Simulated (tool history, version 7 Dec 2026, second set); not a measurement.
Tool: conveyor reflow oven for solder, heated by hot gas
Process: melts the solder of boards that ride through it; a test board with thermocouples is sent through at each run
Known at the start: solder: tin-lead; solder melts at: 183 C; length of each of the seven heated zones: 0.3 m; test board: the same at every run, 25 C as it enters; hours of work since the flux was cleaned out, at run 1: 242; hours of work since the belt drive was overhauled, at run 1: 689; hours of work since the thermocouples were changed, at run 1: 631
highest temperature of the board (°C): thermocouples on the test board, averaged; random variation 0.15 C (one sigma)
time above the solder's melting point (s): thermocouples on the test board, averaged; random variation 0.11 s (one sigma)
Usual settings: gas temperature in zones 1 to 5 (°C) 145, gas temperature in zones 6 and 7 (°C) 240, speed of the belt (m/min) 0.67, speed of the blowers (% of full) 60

run	hour	gas temperature in zones 1 to 5 (°C)	gas temperature in zones 6 and 7 (°C)	speed of the belt (m/min)	speed of the blowers (% of full)	hours of work since the flux was cleaned out	hours of work since the belt drive was overhauled	hours of work since the thermocouples were changed	highest temperature of the board (°C)	time above the solder's melting point (s)
1	0	145	240	0.67	60	242	689	631	223.1	45.1
# hour 24: flux residue cleaned out of gas plates and filters
# hour 61.2: thermocouples of zones 6 and 7 changed
2	75.7	145	240	0.67	60	30	731	9	222.8	45.1
3	142.3	145	240	0.584	60	70	771	49	226.8	54.1
4	231.6	145	240	0.584	60	124	825	103	226.7	54.1
5	317	145	240	0.67	60	176	876	154	222.3	44.7
6	382.5	145	240	0.67	60	215	916	194	221.7	44.7
# hour 451.3: flux residue cleaned out of gas plates and filters
7	473.4	145	240	0.67	60	13	968	246	223.6	45.5
# hour 485.9: belt drive overhauled, speed set with a stopwatch
8	568.8	145	240	0.67	60	68	50	301	223.4	45.9
9	646.5	151	240	0.67	53	115	97	348	221.8	46.7
10	710	151	240	0.67	53	154	135	386	221.5	46.6
# hour 771: belt drive overhauled, speed set with a stopwatch, once more
11	796	136	240	0.775	60	203	15	436	214.4	31.9
# hour 889: flux residue cleaned out of gas plates and filters
12	892.4	138	252	0.775	73	2	70	491	232.5	40.6
13	987.8	138	252	0.775	73	60	128	548	232.2	40.6
14	1070.6	138	252	0.775	73	110	178	598	231.6	40.5

Hidden state at the last listed run before each entry between runs and at the first one after, where it differs:
Between runs 1 and 2: flux residue cleaned out of gas plates and filters (hour 24); thermocouples of zones 6 and 7 changed (hour 61.2)
  heat that the gas passes to the board, % of a clean oven's: 90.9 -> 98.6; belt's true speed, % of the reading: 99.2 -> 99.16; true gas temperature in zones 6 and 7 over the reading, C: 2.91 -> 0.21
  measured less the result without the state, highest temperature of the board (°C): +0.8 -> +0.2; time above the solder's melting point (s): +0.6 -> +0.4
Between runs 6 and 7: flux residue cleaned out of gas plates and filters (hour 451.3)
  heat that the gas passes to the board, % of a clean oven's: 92.5 -> 98.9; belt's true speed, % of the reading: 98.98 -> 98.93; true gas temperature in zones 6 and 7 over the reading, C: 0.84 -> 1.01
  measured less the result without the state, highest temperature of the board (°C): -0.6 -> +1; time above the solder's melting point (s): +0.1 -> +1
Between runs 7 and 8: belt drive overhauled, speed set with a stopwatch (hour 485.9)
  heat that the gas passes to the board, % of a clean oven's: 98.9 -> 96.7; belt's true speed, % of the reading: 98.93 -> 98.17; true gas temperature in zones 6 and 7 over the reading, C: 1.01 -> 1.21
  measured less the result without the state, highest temperature of the board (°C): +1 -> +0.9; time above the solder's melting point (s): +1 -> +1.3
Between runs 10 and 11: belt drive overhauled, speed set with a stopwatch, once more (hour 771)
  heat that the gas passes to the board, % of a clean oven's: 94 -> 92.5; belt's true speed, % of the reading: 98.09 -> 99.94; true gas temperature in zones 6 and 7 over the reading, C: 1.48 -> 1.65
  measured less the result without the state, highest temperature of the board (°C): +0.8 -> -0.8; time above the solder's melting point (s): +1.2 -> -0.5
Between runs 11 and 12: flux residue cleaned out of gas plates and filters (hour 889)
  heat that the gas passes to the board, % of a clean oven's: 92.5 -> 99.5; belt's true speed, % of the reading: 99.94 -> 99.89; true gas temperature in zones 6 and 7 over the reading, C: 1.65 -> 1.83
  measured less the result without the state, highest temperature of the board (°C): -0.8 -> +1.5; time above the solder's melting point (s): -0.5 -> +0.6
